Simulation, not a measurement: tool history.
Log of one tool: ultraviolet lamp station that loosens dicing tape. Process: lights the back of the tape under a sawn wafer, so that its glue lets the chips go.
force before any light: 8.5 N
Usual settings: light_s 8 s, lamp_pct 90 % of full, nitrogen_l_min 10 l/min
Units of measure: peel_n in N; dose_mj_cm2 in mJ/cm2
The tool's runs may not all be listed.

run,hour,light_s,lamp_pct,nitrogen_l_min,peel_n,dose_mj_cm2
1,0.0,8,90,10,1.055,486
2,22.6,8,90,10,1.093,479
3,36.6,8,90,10,1.135,479
4,51.1,8,90,3,2.303,472
# hour 66.3: window cleaned of glue's vapour
5,66.3,8,90,3,2.615,438
6,77.7,8,90,10,1.325,436
7,92.0,8,90,10,1.319,433
8,106.4,6,63,9,3.157,227
9,119.7,8,94,10,1.208,450
10,132.3,8,94,10,1.233,455
11,155.0,8,78,17,1.290,365
# hour 167.3: window cleaned of glue's vapour, once more
12,177.4,8,78,17,0.844,462
13,196.5,8,100,17,0.507,582

What if the next run were any one of these 4? Each begins from the tool's condition after run 13:
A,215.1,5,69,3,?,?
B,215.1,11,100,17,?,?
C,215.1,10,90,3,?,?
D,215.1,8,79,9,?,?

run,peel_n,dose_mj_cm2
A,4.139,249
B,0.263,812
C,1.440,651
D,1.275,460
The same runs, with their run-to-run variation unchanged, on a tool lacking any hidden condition would have given:
run,peel_n,dose_mj_cm2
A,3.914,269
B,0.232,876
C,1.261,703
D,1.108,497
